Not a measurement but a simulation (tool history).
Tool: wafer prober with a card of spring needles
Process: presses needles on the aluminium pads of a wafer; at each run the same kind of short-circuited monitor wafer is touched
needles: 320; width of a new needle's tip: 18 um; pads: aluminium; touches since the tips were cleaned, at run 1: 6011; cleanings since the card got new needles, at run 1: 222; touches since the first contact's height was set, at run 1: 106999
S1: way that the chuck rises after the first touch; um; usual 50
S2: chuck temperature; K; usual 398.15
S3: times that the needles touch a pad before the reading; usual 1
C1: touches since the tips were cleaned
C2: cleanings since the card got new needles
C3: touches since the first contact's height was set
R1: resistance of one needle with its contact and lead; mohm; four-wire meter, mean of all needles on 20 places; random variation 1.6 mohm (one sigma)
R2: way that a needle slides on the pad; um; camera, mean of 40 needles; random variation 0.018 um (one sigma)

run 1 day=0 | S1=50 S2=398.15 S3=1 | C1=6011 C2=222 C3=106999 | R1=433 R2=10.61
-- day=0.133 tips cleaned on abrasive film
-- day=0.658 tips cleaned on abrasive film
-- day=0.8 height of the first contact set anew
-- day=1.321 tips cleaned on abrasive film
-- day=1.846 tips cleaned on abrasive film
run 2 day=2.117 | S1=50 S2=303.15 S3=1 | C1=3268 C2=226 C3=15698 | R1=440 R2=10.31
-- day=2.383 tips cleaned on abrasive film
-- day=2.904 tips cleaned on abrasive film
-- day=3.429 tips cleaned on abrasive film
-- day=4.079 tips cleaned on abrasive film
-- day=4.604 tips cleaned on abrasive film
-- day=5.129 tips cleaned on abrasive film
run 3 day=5.567 | S1=50 S2=303.15 S3=1 | C1=5274 C2=232 C3=56706 | R1=487 R2=10.16
-- day=5.7 tips cleaned on abrasive film
-- day=6.354 tips cleaned on abrasive film
-- day=6.879 tips cleaned on abrasive film
-- day=7.529 tips cleaned on abrasive film
-- day=8.054 tips cleaned on abrasive film
run 4 day=8.292 | S1=50 S2=398.15 S3=1 | C1=2872 C2=237 C3=89099 | R1=419 R2=10.07
-- day=8.688 tips cleaned on abrasive film
-- day=9.208 tips cleaned on abrasive film
-- day=9.862 tips cleaned on abrasive film
-- day=10.517 tips cleaned on abrasive film
-- day=10.529 height of the first contact set anew
-- day=11.179 tips cleaned on abrasive film
-- day=11.833 tips cleaned on abrasive film
run 5 day=11.946 | S1=50 S2=398.15 S3=1 | C1=1348 C2=243 C3=16885 | R1=300 R2=10.87
-- day=12.471 tips cleaned on abrasive film
-- day=12.992 tips cleaned on abrasive film
-- day=13.646 tips cleaned on abrasive film
-- day=14.3 tips cleaned on abrasive film
-- day=14.95 tips cleaned on abrasive film
-- day=15.604 tips cleaned on abrasive film
run 6 day=15.792 | S1=50 S2=398.15 S3=1 | C1=2248 C2=249 C3=62636 | R1=330 R2=10.76
-- day=16.183 tips cleaned on abrasive film
-- day=16.838 tips cleaned on abrasive film
-- day=17.362 tips cleaned on abrasive film
-- day=17.504 height of the first contact set anew, once more
run 7 day=17.858 | S1=50 S2=398.15 S3=1 | C1=5785 C2=252 C3=4232 | R1=432 R2=10.93
-- day=17.992 tips cleaned on abrasive film
-- day=18.642 tips cleaned on abrasive film
-- day=19.167 tips cleaned on abrasive film
-- day=19.821 tips cleaned on abrasive film
-- day=20.471 tips cleaned on abrasive film
-- day=20.996 tips cleaned on abrasive film
-- day=21.558 tips cleaned on abrasive film
run 8 day=21.558 | S1=50 S2=398.15 S3=2 | C1=0 C2=259 C3=48197 | R1=182 R2=10.76
-- day=22.208 tips cleaned on abrasive film
-- day=22.862 tips cleaned on abrasive film
-- day=23.383 tips cleaned on abrasive film
-- day=24.038 tips cleaned on abrasive film
run 9 day=24.517 | S1=52 S2=397.15 S3=2 | C1=5705 C2=263 C3=83422 | R1=324 R2=11.11
-- day=24.65 tips cleaned on abrasive film
-- day=25.171 tips cleaned on abrasive film
-- day=25.825 tips cleaned on abrasive film
-- day=26.346 tips cleaned on abrasive film
-- day=27 tips cleaned on abrasive film
-- day=27.271 height of the first contact set anew
run 10 day=27.296 | S1=69 S2=298.15 S3=2 | C1=3387 C2=268 C3=279 | R1=232 R2=15.11
-- day=27.558 tips cleaned on abrasive film
-- day=28.083 tips cleaned on abrasive film
-- day=28.604 tips cleaned on abrasive film
-- day=29.258 tips cleaned on abrasive film
-- day=29.783 tips cleaned on abrasive film
-- day=30.304 tips cleaned on abrasive film
run 11 day=30.425 | S1=69 S2=298.15 S3=2 | C1=1431 C2=274 C3=37447 | R1=200 R2=14.96
-- day=30.946 tips cleaned on abrasive film
-- day=31.471 tips cleaned on abrasive film
-- day=32.125 tips cleaned on abrasive film
-- day=32.646 tips cleaned on abrasive film
-- day=33.3 tips cleaned on abrasive film
-- day=33.821 tips cleaned on abrasive film
run 12 day=34.162 | S1=63 S2=398.15 S3=3 | C1=4066 C2=280 C3=81909 | R1=217 R2=13.52
-- day=34.425 tips cleaned on abrasive film
-- day=34.95 tips cleaned on abrasive film
-- day=35.471 tips cleaned on abrasive film
-- day=35.996 tips cleaned on abrasive film
-- day=36.588 tips cleaned on abrasive film
run 13 day=36.588 | S1=34 S2=398.15 S3=2 | C1=0 C2=285 C3=110693 | R1=231 R2=7.1

Forecast each of these 3 alternatives for the next run:
-- day=36.988 height of the first contact set anew
-- day=37.121 tips cleaned on abrasive film
-- day=37.775 tips cleaned on abrasive film
-- day=38.429 tips cleaned on abrasive film
-- day=39.079 tips cleaned on abrasive film
run A day=39.254 | S1=64 S2=298.15 S3=1 | C1=2085 C2=289 C3=26944 | R1=? R2=?
-- day=36.988 height of the first contact set anew
-- day=37.121 tips cleaned on abrasive film
-- day=37.775 tips cleaned on abrasive film
-- day=38.429 tips cleaned on abrasive film
-- day=39.079 tips cleaned on abrasive film
run B day=39.254 | S1=58 S2=320.15 S3=1 | C1=2085 C2=289 C3=26944 | R1=? R2=?
-- day=36.988 height of the first contact set anew
-- day=37.121 tips cleaned on abrasive film
-- day=37.775 tips cleaned on abrasive film
-- day=38.429 tips cleaned on abrasive film
-- day=39.079 tips cleaned on abrasive film
run C day=39.254 | S1=34 S2=398.15 S3=1 | C1=2085 C2=289 C3=26944 | R1=? R2=?

run=A R1=302 R2=13.93
run=B R1=337 R2=12.54
run=C R1=652 R2=7.32
Without the tool's hidden state the same runs would have given:
run=A R1=134 R2=14.02
run=B R1=141 R2=12.64
run=C R1=163 R2=7.41

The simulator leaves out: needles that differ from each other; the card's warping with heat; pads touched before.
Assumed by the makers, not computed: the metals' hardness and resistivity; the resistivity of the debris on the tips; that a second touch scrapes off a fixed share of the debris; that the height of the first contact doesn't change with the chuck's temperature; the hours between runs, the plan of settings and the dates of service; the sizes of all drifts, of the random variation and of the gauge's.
